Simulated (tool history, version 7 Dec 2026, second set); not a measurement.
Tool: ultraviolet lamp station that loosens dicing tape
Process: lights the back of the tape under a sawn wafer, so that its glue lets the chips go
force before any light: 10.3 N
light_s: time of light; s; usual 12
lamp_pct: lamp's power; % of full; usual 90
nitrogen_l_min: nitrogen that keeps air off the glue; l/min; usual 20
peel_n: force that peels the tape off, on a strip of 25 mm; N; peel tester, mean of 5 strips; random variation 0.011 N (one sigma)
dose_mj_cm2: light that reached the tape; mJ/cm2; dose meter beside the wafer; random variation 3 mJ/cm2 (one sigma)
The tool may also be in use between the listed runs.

{"run": 1, "hour": 0.0, "light_s": 12, "lamp_pct": 90, "nitrogen_l_min": 20, "peel_n": 0.67, "dose_mj_cm2": 399}
{"run": 2, "hour": 22.3, "light_s": 12, "lamp_pct": 90, "nitrogen_l_min": 20, "peel_n": 0.664, "dose_mj_cm2": 395}
{"run": 3, "hour": 46.2, "light_s": 12, "lamp_pct": 90, "nitrogen_l_min": 20, "peel_n": 0.698, "dose_mj_cm2": 391}
{"run": 4, "hour": 60.5, "light_s": 12, "lamp_pct": 90, "nitrogen_l_min": 20, "peel_n": 0.728, "dose_mj_cm2": 389}
{"run": 5, "hour": 90.7, "light_s": 12, "lamp_pct": 76, "nitrogen_l_min": 20, "peel_n": 1.032, "dose_mj_cm2": 324}
{"run": 6, "hour": 112.3, "light_s": 12, "lamp_pct": 76, "nitrogen_l_min": 20, "peel_n": 1.068, "dose_mj_cm2": 323}
{"run": 7, "hour": 131.9, "light_s": 12, "lamp_pct": 76, "nitrogen_l_min": 20, "peel_n": 1.072, "dose_mj_cm2": 314}
{"run": 8, "hour": 159.4, "light_s": 12, "lamp_pct": 90, "nitrogen_l_min": 20, "peel_n": 0.776, "dose_mj_cm2": 371}
{"run": 9, "hour": 191.0, "light_s": 12, "lamp_pct": 90, "nitrogen_l_min": 20, "peel_n": 0.839, "dose_mj_cm2": 356}
{"run": 10, "hour": 207.5, "light_s": 12, "lamp_pct": 90, "nitrogen_l_min": 20, "peel_n": 0.848, "dose_mj_cm2": 361}
{"run": 11, "hour": 228.6, "light_s": 6, "lamp_pct": 90, "nitrogen_l_min": 20, "peel_n": 2.688, "dose_mj_cm2": 179}
{"run": 12, "hour": 242.9, "light_s": 22, "lamp_pct": 76, "nitrogen_l_min": 20, "peel_n": 0.377, "dose_mj_cm2": 551}
{"run": 13, "hour": 266.7, "light_s": 22, "lamp_pct": 76, "nitrogen_l_min": 20, "peel_n": 0.363, "dose_mj_cm2": 538}
{"run": 14, "hour": 280.9, "light_s": 22, "lamp_pct": 76, "nitrogen_l_min": 20, "peel_n": 0.381, "dose_mj_cm2": 535}
{"run": 15, "hour": 294.5, "light_s": 12, "lamp_pct": 77, "nitrogen_l_min": 20, "peel_n": 1.242, "dose_mj_cm2": 292}
{"run": 16, "hour": 323.0, "light_s": 9, "lamp_pct": 98, "nitrogen_l_min": 20, "peel_n": 1.441, "dose_mj_cm2": 268}
{"run": 17, "hour": 348.2, "light_s": 9, "lamp_pct": 98, "nitrogen_l_min": 20, "peel_n": 1.321, "dose_mj_cm2": 282}
{"run": 18, "hour": 374.8, "light_s": 8, "lamp_pct": 65, "nitrogen_l_min": 28, "peel_n": 2.497, "dose_mj_cm2": 160}
{"run": 19, "hour": 389.7, "light_s": 8, "lamp_pct": 65, "nitrogen_l_min": 28, "peel_n": 2.603, "dose_mj_cm2": 164}
{"run": 20, "hour": 417.1, "light_s": 8, "lamp_pct": 90, "nitrogen_l_min": 18, "peel_n": 2.076, "dose_mj_cm2": 226}
{"run": 21, "hour": 436.0, "light_s": 14, "lamp_pct": 72, "nitrogen_l_min": 38, "peel_n": 0.738, "dose_mj_cm2": 307}
{"run": 22, "hour": 464.7, "light_s": 19, "lamp_pct": 64, "nitrogen_l_min": 20, "peel_n": 0.821, "dose_mj_cm2": 366}

Taken out of this log: 2 entries between the listed runs. Where each belongs, and how the hidden state differs across it:
Between runs 8 and 9: window cleaned of glue's vapour (hour 162.8)
  lamp's light, % of a new lamp's: 83.2 -> 82.2; light that the window lets through, % of a clean one's: 97.1 -> 96.1
  measured less the result without the state, peel_n: +0.282 -> +0.328 N; dose_mj_cm2: -88 -> -96 mJ/cm2
Between runs 16 and 17: window cleaned of glue's vapour, once more (hour 340.2)
  lamp's light, % of a new lamp's: 77.8 -> 77; light that the window lets through, % of a clean one's: 94.1 -> 99.2
  measured less the result without the state, peel_n: +0.660 -> +0.550 N; dose_mj_cm2: -99 -> -89 mJ/cm2
